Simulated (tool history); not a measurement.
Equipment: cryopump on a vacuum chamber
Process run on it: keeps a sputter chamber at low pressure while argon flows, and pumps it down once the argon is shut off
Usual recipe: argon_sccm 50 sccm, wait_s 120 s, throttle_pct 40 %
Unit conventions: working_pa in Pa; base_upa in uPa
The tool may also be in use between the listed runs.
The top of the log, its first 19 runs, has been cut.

run    hour  argon_sccm  wait_s  throttle_pct  hours of work since the pump was warmed up and emptied  hours of work since the cold head was overhauled  hours of work since the chamber's fittings were tightened  working_pa  base_upa
 20     564         100      26            24                                                     280                                              1315                                                       1504      0.3114       3.5
 21   582.6          79     120            50                                                     296                                              1330                                                       1519      0.1206      1.75
 22   614.5          36      23            50                                                     321                                              1356                                                       1545      0.0548         4
 23   643.5          36      23            50                                                     345                                              1379                                                       1568      0.0543      4.03
 24   687.2          38      23            27                                                     381                                              1415                                                       1604      0.1056      3.97
 25   718.8          76      41            15                                                     406                                              1440                                                       1630      0.3756      2.87
 26     759          28      27            25                                                     439                                              1473                                                       1662      0.0836      3.73
 27   801.2          32     275            32                                                     473                                              1507                                                       1697      0.0756      1.72
 28   842.1          50     116            40                                                     506                                              1540                                                       1730      0.0956      2.01
 29   868.3          50     109            23                                                     528                                              1562                                                       1751       0.164      2.03
 30   903.3          67     120            40                                                     556                                              1590                                                       1779      0.1304      2.07
 31   930.2          27     120            54                                                     578                                              1612                                                       1801      0.0396      2.14
 32   972.7          80     265            16                                                     612                                              1647                                                       1836      0.3741      1.87
 33     997          80     265            16                                                     632                                              1666                                                       1855      0.3775      1.87
 34  1040.1          50      96            40                                                     667                                              1701                                                       1891      0.0972      2.39
 35  1073.8          50      96            26                                                     695                                              1729                                                       1918      0.1467      2.41

Predict each of these 3 candidate next runs independently; none follows another, all start after run 35:
  A  1105.8          50      96            20                                                     721                                              1755                                                       1944           ?         ?
  B  1105.8          32      52            35                                                     721                                              1755                                                       1944           ?         ?
  C  1105.8          50      37            40                                                     721                                              1755                                                       1944           ?         ?

run  working_pa  base_upa
  A      0.1912      2.43
  B      0.0721      2.98
  C      0.0979      3.45
What these runs would have given with no unlogged condition in the tool:
run  working_pa  base_upa
  A      0.1837      0.78
  B      0.0673      1.33
  C      0.0905       1.8

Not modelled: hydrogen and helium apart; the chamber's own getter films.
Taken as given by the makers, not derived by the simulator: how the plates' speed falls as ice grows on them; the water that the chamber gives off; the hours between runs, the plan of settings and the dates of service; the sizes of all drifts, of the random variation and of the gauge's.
